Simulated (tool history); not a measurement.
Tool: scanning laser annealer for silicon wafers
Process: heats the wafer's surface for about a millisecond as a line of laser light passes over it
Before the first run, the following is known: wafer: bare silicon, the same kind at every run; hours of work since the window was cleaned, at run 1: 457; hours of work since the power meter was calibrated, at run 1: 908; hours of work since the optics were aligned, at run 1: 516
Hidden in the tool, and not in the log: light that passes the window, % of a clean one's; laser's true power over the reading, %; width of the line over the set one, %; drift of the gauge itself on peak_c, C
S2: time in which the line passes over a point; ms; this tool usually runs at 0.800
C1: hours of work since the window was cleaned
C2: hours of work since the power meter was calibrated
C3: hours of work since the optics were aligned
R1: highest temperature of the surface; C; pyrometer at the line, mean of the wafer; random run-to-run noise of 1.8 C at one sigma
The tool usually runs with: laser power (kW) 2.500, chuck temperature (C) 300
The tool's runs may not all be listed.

run 1 hour=0.0 | laser_power_(kW)=2.500 S2=0.800 chuck_temperature_(C)=300 | C1=457 C2=908 C3=516 | R1=994
run 2 hour=24.6 | laser_power_(kW)=2.500 S2=0.800 chuck_temperature_(C)=300 | C1=476 C2=927 C3=535 | R1=992
run 3 hour=43.4 | laser_power_(kW)=2.500 S2=0.800 chuck_temperature_(C)=300 | C1=491 C2=942 C3=549 | R1=996
run 4 hour=58.9 | laser_power_(kW)=2.500 S2=0.800 chuck_temperature_(C)=300 | C1=503 C2=954 C3=561 | R1=989
run 5 hour=75.5 | laser_power_(kW)=2.500 S2=0.800 chuck_temperature_(C)=300 | C1=516 C2=967 C3=574 | R1=991
run 6 hour=94.3 | laser_power_(kW)=2.500 S2=0.870 chuck_temperature_(C)=300 | C1=530 C2=981 C3=589 | R1=1020
run 7 hour=119.6 | laser_power_(kW)=2.500 S2=0.800 chuck_temperature_(C)=300 | C1=550 C2=1001 C3=609 | R1=986
run 8 hour=140.0 | laser_power_(kW)=2.500 S2=0.800 chuck_temperature_(C)=300 | C1=566 C2=1017 C3=624 | R1=986
run 9 hour=167.1 | laser_power_(kW)=2.500 S2=0.800 chuck_temperature_(C)=286 | C1=587 C2=1038 C3=645 | R1=968
run 10 hour=180.9 | laser_power_(kW)=2.500 S2=0.800 chuck_temperature_(C)=286 | C1=597 C2=1048 C3=656 | R1=969
run 11 hour=210.0 | laser_power_(kW)=2.500 S2=0.800 chuck_temperature_(C)=286 | C1=620 C2=1071 C3=679 | R1=965
run 12 hour=231.3 | laser_power_(kW)=2.500 S2=0.800 chuck_temperature_(C)=286 | C1=637 C2=1087 C3=695 | R1=964
run 13 hour=263.9 | laser_power_(kW)=2.316 S2=0.800 chuck_temperature_(C)=279 | C1=662 C2=1113 C3=720 | R1=891
run 14 hour=288.7 | laser_power_(kW)=2.727 S2=0.944 chuck_temperature_(C)=293 | C1=681 C2=1132 C3=740 | R1=1120
run 15 hour=302.7 | laser_power_(kW)=2.265 S2=0.748 chuck_temperature_(C)=295 | C1=692 C2=1143 C3=750 | R1=866
run 16 hour=320.3 | laser_power_(kW)=2.265 S2=0.748 chuck_temperature_(C)=295 | C1=705 C2=1156 C3=764 | R1=865
-- hour=336.1 window over the wafer cleaned
run 17 hour=337.5 | laser_power_(kW)=2.437 S2=0.761 chuck_temperature_(C)=274 | C1=1 C2=1168 C3=776 | R1=954
run 18 hour=359.2 | laser_power_(kW)=2.500 S2=0.800 chuck_temperature_(C)=288 | C1=18 C2=1185 C3=793 | R1=1007
run 19 hour=377.3 | laser_power_(kW)=2.721 S2=0.679 chuck_temperature_(C)=339 | C1=32 C2=1199 C3=807 | R1=1073
-- hour=399.2 optics aligned, line set to its width
run 20 hour=399.2 | laser_power_(kW)=2.407 S2=0.623 chuck_temperature_(C)=339 | C1=45 C2=1212 C3=0 | R1=944
run 21 hour=425.4 | laser_power_(kW)=2.407 S2=0.623 chuck_temperature_(C)=339 | C1=65 C2=1232 C3=20 | R1=944

Across each entry between runs, compare the hidden state at the last listed run before it with the hidden state at the first listed run after it:
From run 16 to run 17: window over the wafer cleaned (hour 336.1)
  light that passes the window, % of a clean one's: 94.66 -> 99.72; width of the line over the set one, %: 2.46 -> 2.5
  what was measured, less what the result would be without the hidden state, R1: -51 -> -12 C
From run 19 to run 20: optics aligned, line set to its width (hour 399.2)
  light that passes the window, % of a clean one's: 99.48 -> 99.38; width of the line over the set one, %: 2.59 -> 0.11
  what was measured, less what the result would be without the hidden state, R1: -16 -> -2 C
